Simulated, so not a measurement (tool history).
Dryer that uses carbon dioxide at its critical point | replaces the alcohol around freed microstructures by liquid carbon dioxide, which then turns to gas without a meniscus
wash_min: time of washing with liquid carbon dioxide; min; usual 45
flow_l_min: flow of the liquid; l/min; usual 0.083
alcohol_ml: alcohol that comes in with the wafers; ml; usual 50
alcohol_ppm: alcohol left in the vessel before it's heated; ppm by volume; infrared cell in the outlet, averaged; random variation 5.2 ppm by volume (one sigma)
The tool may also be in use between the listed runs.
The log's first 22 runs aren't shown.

run	hour	wash_min	flow_l_min	alcohol_ml	hours of work since the filter was changed	hours of work since the purifier's bed was changed	alcohol_ppm
23	259.9	31	0.053	95	89	250	9740
24	270.8	67	0.0501	46	95	257	269
25	278.6	31	0.0877	23	100	261	332
26	295.8	31	0.0877	23	110	272	333
27	311.2	31	0.0877	23	120	281	350
28	325.1	31	0.0877	23	128	290	345
29	332.8	31	0.0877	23	133	294	342
30	344	45	0.1279	50	140	301	59
31	353.3	45	0.1279	50	145	307	57
32	364.7	34	0.0506	55	152	314	5222
33	379.9	34	0.0506	55	161	323	5307
34	394.6	34	0.0506	55	170	332	5135
35	408.8	31	0.0917	21	179	340	280

Forecast each of these 5 alternatives for the next run:
A	421.8	45	0.083	35	187	348	?
B	421.8	31	0.0858	73	187	348	?
C	421.8	50	0.1104	22	187	348	?
D	421.8	53	0.0917	21	187	348	?
E	421.8	45	0.0561	20	187	348	?

run	alcohol_ppm
A	140
B	1155
C	64
D	57
E	508
Without the tool's hidden state the same runs would have given:
run	alcohol_ppm
A	73
B	951
C	12
D	4
E	398

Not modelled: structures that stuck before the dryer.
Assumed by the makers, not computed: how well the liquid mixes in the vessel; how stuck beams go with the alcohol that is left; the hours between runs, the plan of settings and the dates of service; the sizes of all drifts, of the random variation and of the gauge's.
